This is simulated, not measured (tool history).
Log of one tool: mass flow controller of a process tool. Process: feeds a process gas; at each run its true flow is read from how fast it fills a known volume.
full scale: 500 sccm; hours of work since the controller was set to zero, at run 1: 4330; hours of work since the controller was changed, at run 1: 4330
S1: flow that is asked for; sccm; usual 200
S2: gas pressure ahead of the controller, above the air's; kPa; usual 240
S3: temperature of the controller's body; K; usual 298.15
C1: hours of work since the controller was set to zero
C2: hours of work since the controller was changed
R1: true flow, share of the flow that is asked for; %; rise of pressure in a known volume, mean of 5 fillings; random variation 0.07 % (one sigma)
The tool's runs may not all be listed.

run    hour   S1   S2      S3    C1    C2      R1
  1     0.0  200  240  298.15  4330  4330   98.17
  2   240.1  200  240  298.15  4454  4454   98.08
  3   350.5  200  240  298.15  4511  4511   98.30
  4   597.0  200  240  298.15  4638  4638   98.26
  5   832.1  200  240  298.15  4760  4760   98.29
  6  1057.3  200  240  298.15  4876  4876   98.19
  7  1244.5  200  240  298.15  4973  4973   98.21
  8  1463.3  200  240  298.15  5086  5086   98.29
  9  1722.2  200  240  298.15  5219  5219   98.34
 10  1954.6  200  240  298.15  5339  5339   98.30
 11  2129.6  200  240  300.15  5430  5430   98.30
 12  2297.4  200  240  300.15  5516  5516   98.32
 13  2477.2  200  240  298.15  5609  5609   98.32
 14  2648.2  200  240  298.15  5697  5697   98.19
 15  2843.9  137  240  298.15  5798  5798   97.74
 16  3087.4  199  240  298.15  5924  5924   98.19
 17  3266.0  199  240  298.15  6016  6016   98.09
 18  3455.0  199  240  298.15  6114  6114   98.23
 19  3704.1  199  240  298.15  6243  6243   98.07
 20  3902.8  199  240  298.15  6345  6345   98.19
 21  4146.9  199  240  298.15  6471  6471   98.12
 22  4262.4  199  240  298.15  6531  6531   98.38
 23  4433.2  199  240  298.15  6619  6619   98.10
 24  4682.5  199  240  298.15  6748  6748   98.32
 25  4913.9  477  171  307.15  6867  6867  100.34
 26  5024.3  200  240  303.15  6924  6924   98.38
 27  5225.7  200  240  299.15  7028  7028   98.29
 28  5474.7  475  144  304.15  7157  7157  100.24
 29  5645.4  475  144  304.15  7245  7245  100.17
 30  5775.1  302  240  302.15  7312  7312   99.04
 31  6035.1  302  157  298.15  7446  7446   98.89
 32  6253.2   75  267  298.15  7559  7559   97.43
 33  6470.2  292  213  303.15  7671  7671   99.03
 34  6704.2   53  213  312.15  7792  7792   97.95
 35  6898.7  124  248  312.15  7892  7892   98.35
 36  7054.6  124  248  312.15  7973  7973   98.53
 37  7304.9  121  229  304.15  8102  8102   98.09
 38  7535.3   78  240  295.15  8221  8221   97.39
 39  7710.3   78  242  310.15  8311  8311   98.11
 40  7890.4  223  190  310.15  8404  8404   98.92
 41  8102.0  167  175  311.15  8513  8513   98.79
 42  8364.4  167  175  311.15  8649  8649   98.77
     8584.1  -- controller's zero set anew
 43  8619.2  167  191  311.15    18  8780   98.77
 44  8862.7   56  158  295.15   144  8906   97.42
 45  9120.1  458  240  311.15   277  9039  100.41
 46  9356.2  458  240  311.15   399  9161  100.44
 47  9484.4  160  278  296.15   465  9227   97.75

How the hidden state differs across the entries between the runs, from the last listed run before each to the first after it:
Between runs 42 and 43: controller's zero set anew (hour 8584.1)
  flow at rest that the sensor doesn't see, % of full scale: -0.007 -> 0

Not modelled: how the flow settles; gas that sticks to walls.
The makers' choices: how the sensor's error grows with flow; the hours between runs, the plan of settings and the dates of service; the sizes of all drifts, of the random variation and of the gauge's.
